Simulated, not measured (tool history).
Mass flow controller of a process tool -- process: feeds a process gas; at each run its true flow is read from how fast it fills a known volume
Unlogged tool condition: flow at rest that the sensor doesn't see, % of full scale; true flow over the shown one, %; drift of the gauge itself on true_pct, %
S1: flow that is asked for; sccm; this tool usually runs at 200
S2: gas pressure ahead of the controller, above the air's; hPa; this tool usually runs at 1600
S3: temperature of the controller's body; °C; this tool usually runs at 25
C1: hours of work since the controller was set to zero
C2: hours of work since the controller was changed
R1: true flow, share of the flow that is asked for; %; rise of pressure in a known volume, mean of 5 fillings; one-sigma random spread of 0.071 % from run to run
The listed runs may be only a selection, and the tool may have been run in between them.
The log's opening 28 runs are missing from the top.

run	hour	S1	S2	S3	C1	C2	R1
29	5933.1	281	2090	22	3665	3665	99.96
# hour 5955.6: controller's zero set anew
30	6142.8	231	1730	21	91	3767	100.88
31	6359.8	411	1730	22	197	3872	100.06
32	6501.8	147	2430	26	266	3941	101.45
# hour 6627.7: controller's zero set anew, once more
33	6638.4	106	1600	33	5	4008	97.54
34	6855.9	200	1800	22	111	4113	98.35
35	7032.5	194	1880	22	197	4199	98.50
36	7270.8	194	1880	22	313	4315	98.40
37	7422.1	194	1880	22	386	4389	98.43
38	7569.0	99	2680	34	458	4460	97.08
39	7702.5	200	1600	37	523	4525	97.43
40	7908.8	200	1600	37	623	4626	97.43
41	8143.6	257	1580	31	738	4740	97.91
42	8342.6	338	2280	31	834	4837	97.59
43	8545.3	321	1810	39	933	4935	97.17
44	8690.6	321	1810	39	1004	5006	97.17
45	8954.3	317	1650	28	1132	5134	98.05
46	9183.8	143	2590	25	1244	5246	98.06
47	9337.8	143	2590	25	1319	5321	98.20
48	9552.9	309	2040	29	1423	5426	97.77
49	9793.3	309	2040	30	1540	5542	97.75

Alternative continuations, all from the tool just after run 49; predict every row:
A	9952.9	309	2290	33	1618	5620	?
B	9952.9	446	1660	39	1618	5620	?
C	9952.9	191	1730	33	1618	5620	?

run	R1
A	97.34
B	97.21
C	98.04
The same runs, with their run-to-run variation unchanged, on a tool lacking any hidden condition would have given:
run	R1
A	98.94
B	99.04
C	99.20
